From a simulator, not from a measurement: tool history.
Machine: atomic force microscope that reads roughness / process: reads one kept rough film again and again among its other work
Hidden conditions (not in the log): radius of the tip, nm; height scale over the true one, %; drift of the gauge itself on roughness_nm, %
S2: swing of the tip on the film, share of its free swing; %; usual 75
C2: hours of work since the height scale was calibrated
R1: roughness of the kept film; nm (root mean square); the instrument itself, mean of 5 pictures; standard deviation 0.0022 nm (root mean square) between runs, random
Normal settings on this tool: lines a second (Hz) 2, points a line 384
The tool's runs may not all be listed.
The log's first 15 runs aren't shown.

{"run": 16, "hour": 110.6, "lines a second (Hz)": 2, "S2": 75, "points a line": 384, "pictures with this tip": 152, "C2": 210, "R1": 0.451}
{"run": 17, "hour": 120.3, "lines a second (Hz)": 2, "S2": 55, "points a line": 384, "pictures with this tip": 165, "C2": 216, "R1": 0.483}
{"run": 18, "hour": 126.7, "lines a second (Hz)": 2, "S2": 55, "points a line": 384, "pictures with this tip": 173, "C2": 219, "R1": 0.486}
{"run": 19, "hour": 134.5, "lines a second (Hz)": 2, "S2": 75, "points a line": 384, "pictures with this tip": 183, "C2": 224, "R1": 0.449}
{"hour": 141.1, "done": "new tip fitted"}
{"run": 20, "hour": 144.6, "lines a second (Hz)": 2, "S2": 75, "points a line": 647, "pictures with this tip": 5, "C2": 230, "R1": 0.449}
{"run": 21, "hour": 149.1, "lines a second (Hz)": 2, "S2": 60, "points a line": 384, "pictures with this tip": 11, "C2": 233, "R1": 0.482}
{"run": 22, "hour": 158.7, "lines a second (Hz)": 2, "S2": 60, "points a line": 384, "pictures with this tip": 23, "C2": 239, "R1": 0.477}
{"run": 23, "hour": 166.3, "lines a second (Hz)": 1.25, "S2": 58, "points a line": 475, "pictures with this tip": 33, "C2": 243, "R1": 0.491}
{"run": 24, "hour": 174.0, "lines a second (Hz)": 1.25, "S2": 58, "points a line": 475, "pictures with this tip": 43, "C2": 248, "R1": 0.495}

Run 25, settings as shown, results not yet in. Your forecast:
{"run": 25, "hour": 178.8, "lines a second (Hz)": 0.81, "S2": 58, "points a line": 412, "pictures with this tip": 50, "C2": 251, "R1": "?"}

{"run 25": {"R1": 0.497}}
With the hidden condition absent and the run-to-run variation left alone, this run would have shown R1 0.497 nm (root mean square).

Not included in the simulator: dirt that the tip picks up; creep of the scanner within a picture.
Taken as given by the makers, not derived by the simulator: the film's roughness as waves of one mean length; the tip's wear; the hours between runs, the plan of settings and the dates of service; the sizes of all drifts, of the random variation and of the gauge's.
